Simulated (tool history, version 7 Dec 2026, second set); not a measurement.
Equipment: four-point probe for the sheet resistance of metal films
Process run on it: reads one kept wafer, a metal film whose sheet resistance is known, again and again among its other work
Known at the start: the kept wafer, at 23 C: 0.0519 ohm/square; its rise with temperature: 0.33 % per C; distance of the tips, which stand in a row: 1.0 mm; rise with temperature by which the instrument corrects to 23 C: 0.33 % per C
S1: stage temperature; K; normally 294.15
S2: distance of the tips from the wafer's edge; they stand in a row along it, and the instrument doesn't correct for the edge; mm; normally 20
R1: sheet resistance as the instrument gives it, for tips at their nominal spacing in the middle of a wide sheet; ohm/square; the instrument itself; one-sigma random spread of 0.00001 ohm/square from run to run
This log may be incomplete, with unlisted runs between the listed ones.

run 1 hour=0.0 | S1=294.15 S2=20 | R1=0.051948
run 2 hour=132.4 | S1=294.15 S2=20 | R1=0.051955
run 3 hour=210.3 | S1=306.15 S2=20 | R1=0.052005
run 4 hour=344.5 | S1=306.15 S2=20 | R1=0.051973
run 5 hour=447.5 | S1=294.15 S2=69 | R1=0.051908
run 6 hour=561.3 | S1=294.15 S2=20 | R1=0.051954
run 7 hour=662.7 | S1=294.15 S2=12 | R1=0.052101
run 8 hour=735.7 | S1=294.15 S2=12 | R1=0.052085
run 9 hour=871.3 | S1=294.15 S2=12 | R1=0.052085
run 10 hour=963.8 | S1=294.15 S2=36 | R1=0.051937
run 11 hour=1069.0 | S1=294.15 S2=36 | R1=0.051910
run 12 hour=1193.1 | S1=299.15 S2=6 | R1=0.052643
-- hour=1261.1 stage's thermometer calibrated
run 13 hour=1328.5 | S1=301.15 S2=11 | R1=0.052132
run 14 hour=1421.7 | S1=298.15 S2=14 | R1=0.052045
run 15 hour=1501.9 | S1=298.15 S2=31 | R1=0.051899
run 16 hour=1629.8 | S1=303.15 S2=10 | R1=0.052165
run 17 hour=1742.6 | S1=292.15 S2=55 | R1=0.051909
run 18 hour=1806.0 | S1=297.15 S2=7 | R1=0.052451
run 19 hour=1949.9 | S1=306.15 S2=30 | R1=0.051924
run 20 hour=2022.5 | S1=306.15 S2=30 | R1=0.051940
run 21 hour=2090.0 | S1=304.15 S2=5 | R1=0.052991
run 22 hour=2197.4 | S1=302.15 S2=43 | R1=0.051906

Branching from run 22: 3 alternative next runs. What would each branch give?
run A hour=2305.5 | S1=307.15 S2=11 | R1=?
run B hour=2305.5 | S1=297.15 S2=51 | R1=?
run C hour=2305.5 | S1=302.15 S2=6 | R1=?

run=A R1=0.052131
run=B R1=0.051916
run=C R1=0.052634
Without the tool's hidden state the same runs would have given:
run=A R1=0.052136
run=B R1=0.051921
run=C R1=0.052639
